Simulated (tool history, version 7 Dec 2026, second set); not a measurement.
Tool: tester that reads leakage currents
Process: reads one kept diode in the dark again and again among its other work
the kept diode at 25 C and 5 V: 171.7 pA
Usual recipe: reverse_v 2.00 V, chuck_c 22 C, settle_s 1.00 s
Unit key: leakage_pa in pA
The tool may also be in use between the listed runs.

| run | hour | reverse_v | chuck_c | settle_s | leakage_pa |
|---|---|---|---|---|---|
| 1 | 0.0 | 2.00 | 22 | 1.00 | 79.76 |
|  | 68.4 | chuck's temperature calibrated |
| 2 | 88.5 | 2.00 | 22 | 1.00 | 77.36 |
| 3 | 197.9 | 2.00 | 22 | 1.00 | 76.12 |
| 4 | 281.4 | 12.03 | 22 | 1.00 | 165.09 |
| 5 | 432.3 | 2.00 | 22 | 1.00 | 75.40 |
| 6 | 580.7 | 2.00 | 22 | 1.00 | 74.84 |
| 7 | 699.2 | 2.00 | 22 | 1.00 | 74.23 |
| 8 | 833.8 | 2.00 | 22 | 1.00 | 73.61 |
|  | 877.2 | chuck's temperature calibrated, once more |
| 9 | 912.8 | 2.00 | 22 | 1.00 | 94.06 |
| 10 | 998.5 | 2.00 | 22 | 1.00 | 93.33 |
| 11 | 1151.0 | 5.76 | 46 | 0.38 | 804.90 |
|  | 1197.0 | tester calibrated |
| 12 | 1292.5 | 9.48 | 44 | 0.38 | 863.23 |

Forecast run 13:
| 13 | 1434.4 | 9.48 | 44 | 0.38 | ? |

Logged for run 13: leakage_pa 859.86 pA.
Without the tool's hidden state the same run would have given leakage_pa 885.61 pA.
